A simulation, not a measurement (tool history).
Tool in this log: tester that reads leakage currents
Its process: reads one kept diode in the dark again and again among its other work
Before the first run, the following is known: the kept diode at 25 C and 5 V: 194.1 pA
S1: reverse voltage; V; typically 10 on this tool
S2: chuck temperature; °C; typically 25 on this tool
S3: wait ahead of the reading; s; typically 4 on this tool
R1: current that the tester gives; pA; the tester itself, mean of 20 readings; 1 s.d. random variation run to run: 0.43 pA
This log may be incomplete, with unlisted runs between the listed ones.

| run | hour | S1 | S2 | S3 | R1 |
|---|---|---|---|---|---|
| 1 | 0 | 10 | 25 | 4 | 233.84 |
| 2 | 50.7 | 10 | 25 | 4 | 233.4 |
| 3 | 104.5 | 10 | 25 | 4 | 233.43 |
| 4 | 157.5 | 10 | 25 | 4 | 232.73 |
| 5 | 264.2 | 10 | 25 | 4 | 232.8 |
| 6 | 353.6 | 10 | 25 | 4 | 232.34 |
| 7 | 423.8 | 10 | 25 | 4 | 233.29 |
| 8 | 496.7 | 10 | 25 | 0.46 | 237.52 |
| 9 | 551.6 | 12.9 | 25 | 4 | 251.69 |
| 10 | 620.1 | 12.9 | 25 | 4 | 251 |
| 11 | 701.6 | 12.9 | 21 | 4 | 183.93 |
| 12 | 788 | 12.9 | 21 | 4 | 183.83 |
| 13 | 842.2 | 10 | 25 | 4 | 231.85 |
| 14 | 908 | 10 | 25 | 4 | 231.6 |
| 15 | 962.1 | 10 | 25 | 4 | 231.29 |
| 16 | 1032.3 | 12.4 | 25 | 4 | 247.32 |
| 17 | 1129.6 | 12.4 | 25 | 4 | 247.68 |
|  | 1141.5 | chuck's temperature calibrated |
| 18 | 1197.8 | 1.7 | 28 | 0.32 | 167.05 |
| 19 | 1254.5 | 4.6 | 39 | 0.36 | 513.49 |
| 20 | 1344.8 | 6.3 | 39 | 3.42 | 559.66 |
| 21 | 1412.4 | 2.7 | 25 | 4 | 151.45 |
| 22 | 1514.7 | 2.7 | 25 | 4 | 151.45 |
| 23 | 1602 | 1.5 | 33 | 3.09 | 230.85 |
|  | 1704.4 | chuck's temperature calibrated, once more |
| 24 | 1708 | 1.5 | 33 | 3.09 | 244.17 |
| 25 | 1796.8 | 1.5 | 33 | 3.09 | 242.9 |
| 26 | 1875.4 | 1.5 | 33 | 3.09 | 243.39 |
| 27 | 1921.4 | 19.4 | 35 | 4 | 626.5 |
| 28 | 1984.6 | 1 | 51 | 9.99 | 749.11 |
| 29 | 2049.9 | 7.9 | 51 | 1.34 | 1420.28 |
| 30 | 2127.5 | 10 | 44 | 4.79 | 957.23 |
| 31 | 2235.1 | 10 | 44 | 4.79 | 951.63 |

Some steps in R1 between neighbouring runs. How much of each would the tool show without its hidden state too (settings, what came in, random variation), and how much is left for the hidden state, with any gauge scatter that isn't in both results?
Unlogged tool condition in this case: stray current of the dirty probe card, pA a volt; current scale over the true one, %; true chuck temperature over the reading, C; drift of the gauge itself on leakage_pa, %.
Run 18 -> 19: S1 1.7 -> 4.6, S2 28 -> 39, S3 0.32 -> 0.36. R1 +346.44 pA: hidden state -18.6, all else +365.04.
Run 20 -> 21: S1 6.3 -> 2.7, S2 39 -> 25, S3 3.42 -> 4. R1 -408.21 pA: hidden state +22.15, all else -430.36.
Run 23 -> 24: chuck's temperature calibrated, once more. R1 +13.32 pA: hidden state +13.06, all else +0.26.
Run 28 -> 29: S1 1 -> 7.9, S3 9.99 -> 1.34. R1 +671.17 pA: hidden state -7.78, all else +678.95.
Run 29 -> 30: S1 7.9 -> 10, S2 51 -> 44, S3 1.34 -> 4.79. R1 -463.05 pA: hidden state +6.37, all else -469.42.
